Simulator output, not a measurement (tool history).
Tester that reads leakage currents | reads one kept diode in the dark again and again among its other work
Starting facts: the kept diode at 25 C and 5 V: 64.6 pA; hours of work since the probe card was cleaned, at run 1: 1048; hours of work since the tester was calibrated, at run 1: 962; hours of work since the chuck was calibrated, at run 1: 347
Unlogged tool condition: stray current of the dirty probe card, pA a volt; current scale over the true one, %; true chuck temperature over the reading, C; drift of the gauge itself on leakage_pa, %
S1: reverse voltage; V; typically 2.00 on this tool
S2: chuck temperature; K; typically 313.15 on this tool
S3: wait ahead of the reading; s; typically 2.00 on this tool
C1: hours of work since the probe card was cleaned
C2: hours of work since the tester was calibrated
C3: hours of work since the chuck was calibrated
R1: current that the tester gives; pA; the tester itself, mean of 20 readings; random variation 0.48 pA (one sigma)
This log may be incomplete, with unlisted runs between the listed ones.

run 1 day=0.000 | S1=2.00 S2=313.15 S3=2.00 | C1=1048 C2=962 C3=347 | R1=157.13
run 2 day=3.025 | S1=2.00 S2=313.15 S3=2.00 | C1=1082 C2=995 C3=380 | R1=157.71
run 3 day=5.954 | S1=2.00 S2=313.15 S3=2.00 | C1=1114 C2=1027 C3=413 | R1=156.84
run 4 day=8.046 | S1=2.00 S2=313.15 S3=2.00 | C1=1137 C2=1051 C3=436 | R1=157.69
run 5 day=11.100 | S1=2.00 S2=313.15 S3=2.00 | C1=1171 C2=1084 C3=469 | R1=157.36
run 6 day=14.092 | S1=2.00 S2=309.15 S3=2.00 | C1=1204 C2=1117 C3=502 | R1=113.06
run 7 day=16.150 | S1=2.00 S2=309.15 S3=2.00 | C1=1227 C2=1140 C3=525 | R1=112.76
run 8 day=18.171 | S1=2.00 S2=309.15 S3=2.00 | C1=1249 C2=1162 C3=547 | R1=112.84
run 9 day=19.554 | S1=2.00 S2=312.15 S3=2.00 | C1=1264 C2=1178 C3=563 | R1=145.30
run 10 day=22.621 | S1=2.00 S2=313.15 S3=0.58 | C1=1298 C2=1211 C3=597 | R1=157.52
run 11 day=24.996 | S1=2.00 S2=313.15 S3=0.58 | C1=1324 C2=1238 C3=623 | R1=157.67
-- day=26.292 chuck's temperature calibrated
run 12 day=26.658 | S1=12.11 S2=313.15 S3=2.00 | C1=1342 C2=1255 C3=4 | R1=346.28
run 13 day=28.971 | S1=12.11 S2=313.15 S3=2.00 | C1=1367 C2=1281 C3=30 | R1=345.16
run 14 day=32.008 | S1=12.11 S2=306.15 S3=2.00 | C1=1401 C2=1314 C3=63 | R1=192.78
run 15 day=34.492 | S1=12.11 S2=306.15 S3=2.00 | C1=1428 C2=1342 C3=91 | R1=193.40
run 16 day=36.371 | S1=12.11 S2=306.15 S3=2.00 | C1=1449 C2=1362 C3=111 | R1=194.29
run 17 day=39.129 | S1=12.11 S2=306.15 S3=2.00 | C1=1479 C2=1393 C3=142 | R1=193.10
run 18 day=40.508 | S1=12.11 S2=306.15 S3=2.00 | C1=1495 C2=1408 C3=157 | R1=192.38
run 19 day=41.846 | S1=12.11 S2=306.15 S3=2.00 | C1=1509 C2=1423 C3=172 | R1=193.43
run 20 day=44.183 | S1=12.11 S2=306.15 S3=2.00 | C1=1535 C2=1448 C3=197 | R1=193.44

Run 21 is up next; what results do you expect?
run 21 day=46.567 | S1=12.11 S2=306.15 S3=2.00 | C1=1561 C2=1475 C3=224 | R1=?

{"run 21": {"R1": 193.4}}
On a tool with no hidden condition, and with the same random variation, this run would have come out at R1 193.48 pA.
